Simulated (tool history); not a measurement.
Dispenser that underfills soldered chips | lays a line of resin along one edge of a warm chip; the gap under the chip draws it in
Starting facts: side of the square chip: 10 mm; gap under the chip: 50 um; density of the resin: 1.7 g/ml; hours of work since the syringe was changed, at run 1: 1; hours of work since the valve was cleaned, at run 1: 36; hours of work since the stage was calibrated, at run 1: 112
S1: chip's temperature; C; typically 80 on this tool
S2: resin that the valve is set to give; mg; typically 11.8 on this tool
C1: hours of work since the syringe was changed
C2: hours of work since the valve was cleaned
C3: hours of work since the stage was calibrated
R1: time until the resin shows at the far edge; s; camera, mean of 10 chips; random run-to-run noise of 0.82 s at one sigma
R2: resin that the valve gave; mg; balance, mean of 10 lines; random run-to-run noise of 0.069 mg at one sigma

run	day	S1	S2	C1	C2	C3	R1	R2
1	0.000	80	11.8	1	36	112	81.5	11.53
2	0.271	80	12.4	6	41	117	127.1	12.02
# day 0.379: new syringe of resin
3	0.525	80	12.4	3	46	122	95.3	11.96
4	0.783	80	12.4	8	51	127	144.3	11.77
# day 0.825: new syringe of resin
5	1.192	80	12.2	7	58	134	133.5	11.55
# day 1.292: new syringe of resin
6	1.554	80	12.2	5	65	141	113.8	11.55
# day 1.754: new syringe of resin
7	1.958	80	14.0	4	73	148	100.7	13.24
# day 2.200: new syringe of resin
8	2.229	80	14.0	1	78	153	73.8	13.03
9	2.421	80	14.0	4	81	157	102.1	13.03
# day 2.646: new syringe of resin
10	2.717	80	14.0	1	87	162	77.6	13.00
11	2.879	91	11.8	4	90	166	61.3	10.97
# day 3.096: dispensing valve cleaned and set on the balance
# day 3.146: new syringe of resin
12	3.262	91	11.8	2	3	172	50.7	11.74
13	3.546	91	11.8	8	8	177	82.1	11.79
# day 3.588: new syringe of resin
14	3.946	91	11.8	7	16	185	77.8	11.62
# day 4.033: new syringe of resin
15	4.125	93	14.6	2	19	188	42.1	14.22
16	4.321	71	11.7	5	23	192	188.1	11.44
# day 4.500: new syringe of resin
17	4.571	68	10.7	1	27	196	155.0	10.47
# day 4.946: new syringe of resin
18	4.946	68	10.7	0	34	203	141.1	10.46
19	5.262	66	12.9	6	40	209	251.8	12.47
# day 5.404: new syringe of resin
20	5.471	79	12.0	1	44	213	83.9	11.67
21	5.642	79	12.0	5	47	216	112.4	11.54
# day 5.858: new syringe of resin
22	5.858	80	10.6	0	51	220	74.4	10.18
23	6.212	66	13.3	7	58	227	265.8	12.76
# day 6.300: new syringe of resin
24	6.433	66	10.3	3	62	231	203.1	9.78
25	6.617	80	14.5	6	65	234	116.8	13.86
# day 6.758: new syringe of resin
26	7.008	80	14.5	5	73	242	103.4	13.77
27	7.179	80	11.7	8	76	245	143.0	11.01
# day 7.225: new syringe of resin
28	7.488	80	11.7	5	82	251	110.2	10.95

Some steps in R1, run to run, broken into two amounts with sign: the step expected even without the hidden condition (settings, incoming material, random variation), and the rest, left for the hidden condition together with whatever gauge scatter is not in both the measured and the hidden-condition-free result:
Hidden state present: resin's viscosity, % of fresh resin's; dose that the valve gives, % of what is set; true chip temperature over the reading, C; drift of the gauge itself on fill_s, %; drift of the gauge itself on given_mg, %.
Run 18 -> 19: S1 68 -> 66, S2 10.7 -> 12.9. R1 +110.7 s: hidden state +102.7, all else +8.0.
Run 19 -> 20: S1 66 -> 79, S2 12.9 -> 12.0, new syringe of resin. R1 -167.9 s: hidden state -89.5, all else -78.4.
Run 22 -> 23: S1 80 -> 66, S2 10.6 -> 13.3. R1 +191.4 s: hidden state +111.7, all else +79.7.

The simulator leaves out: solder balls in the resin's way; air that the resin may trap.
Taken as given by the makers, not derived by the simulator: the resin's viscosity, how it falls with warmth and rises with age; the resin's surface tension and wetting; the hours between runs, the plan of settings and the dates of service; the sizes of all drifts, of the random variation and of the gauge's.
